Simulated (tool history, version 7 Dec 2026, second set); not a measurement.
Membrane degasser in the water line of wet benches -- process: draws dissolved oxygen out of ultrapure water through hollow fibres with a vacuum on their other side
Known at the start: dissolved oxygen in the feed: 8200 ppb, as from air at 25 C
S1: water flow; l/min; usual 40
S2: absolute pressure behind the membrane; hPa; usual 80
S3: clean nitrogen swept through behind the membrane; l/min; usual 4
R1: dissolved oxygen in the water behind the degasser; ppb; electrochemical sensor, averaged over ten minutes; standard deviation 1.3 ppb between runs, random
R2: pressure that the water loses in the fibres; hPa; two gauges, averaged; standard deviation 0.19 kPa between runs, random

run	hour	S1	S2	S3	R1	R2
1	0	40	80	4	134.1	412.1
2	130	40	55.5	4	79.5	413.5
3	254.1	40	55.5	4	77.4	415
4	529.2	40	55.5	4	79.1	414.6
5	755.1	40	55.5	4	81.2	410.7
6	954.8	40	80	1.67	275.7	412.7
# hour 1044.5: vacuum gauge calibrated
7	1099.7	40	80	4	134.5	412.7
8	1400.8	40	80	4	137.2	417.5
9	1533.4	40	80	4	137.2	411.4
10	1724.7	40	80	4	135.3	417
11	1889.2	40	80	11.99	63.2	413.1
12	2087	40	80	11.99	62.9	414.7
# hour 2129.8: seals of the vacuum lines changed
13	2254.6	40	98.4	4	179.6	418.1
14	2461.8	40	98.4	4	179.7	418.5
15	2725.1	40	98.4	4	179.2	416.6
16	2961.3	40	98.4	4	180	419.8
17	3203.9	40	80	6.03	102.3	422.6
18	3342.3	62	145.5	4	504.5	652.5
19	3649.1	62	145.5	4	503.9	653.7
20	3870.2	32	171.9	2.21	457.9	336.5
21	4093.2	32	106.8	3.16	189.5	339.9
22	4237.8	40	106.8	3.16	242.7	422.6
23	4405.8	40	80	7.21	89.7	423.4
24	4651.5	45	118.9	7.21	173.2	480.6
# hour 4737.9: vacuum gauge calibrated
25	4915.8	45	118.9	7.21	173.2	480.3
26	5163.6	45	118.9	7.21	173.2	479.5
27	5466.9	61	80	4.4	274.8	648.8
28	5664	36	194.6	3.81	371.6	383.9
29	5894.4	57	152.8	11.28	247.3	611.5
30	6158.3	28	51.3	10.61	17.1	299.5
31	6338.6	32	101	7.62	81.1	346.1
32	6563.7	32	101	7.62	81.4	349
33	6757.8	51	80	3.21	241.8	547.5

Results per run with the tool's hidden condition removed, run-to-run variation unchanged:
Unlogged tool condition in this case: membrane still open, %; true pressure behind the membrane over the reading, kPa; air that leaks in behind the membrane, l/min; drift of the gauge itself on oxygen_ppb, %; drift of the gauge itself on loss_of_pressure_kpa, %.
run	R1	R2
1	129.6	408
2	74.9	409
3	72.7	410.1
4	73.7	409
5	75.2	404.5
6	264.2	405.9
7	130.5	405.4
8	132.5	409.3
9	132.1	402.9
10	129.9	407.9
11	59.1	403.7
12	58.7	404.7
13	174	407.5
14	173.6	407.3
15	172.5	404.6
16	172.8	407.2
17	95.6	409.2
18	483.9	631
19	481.7	630.8
20	449.4	324.2
21	182.3	327
22	231.4	406
23	81.4	406.2
24	161.1	460.4
25	163.5	459.2
26	162.9	457.5
27	249.7	617.6
28	364.7	365
29	225.1	580.4
30	14.7	283.6
31	76.6	327.5
32	76.6	329.6
33	219.5	516.1
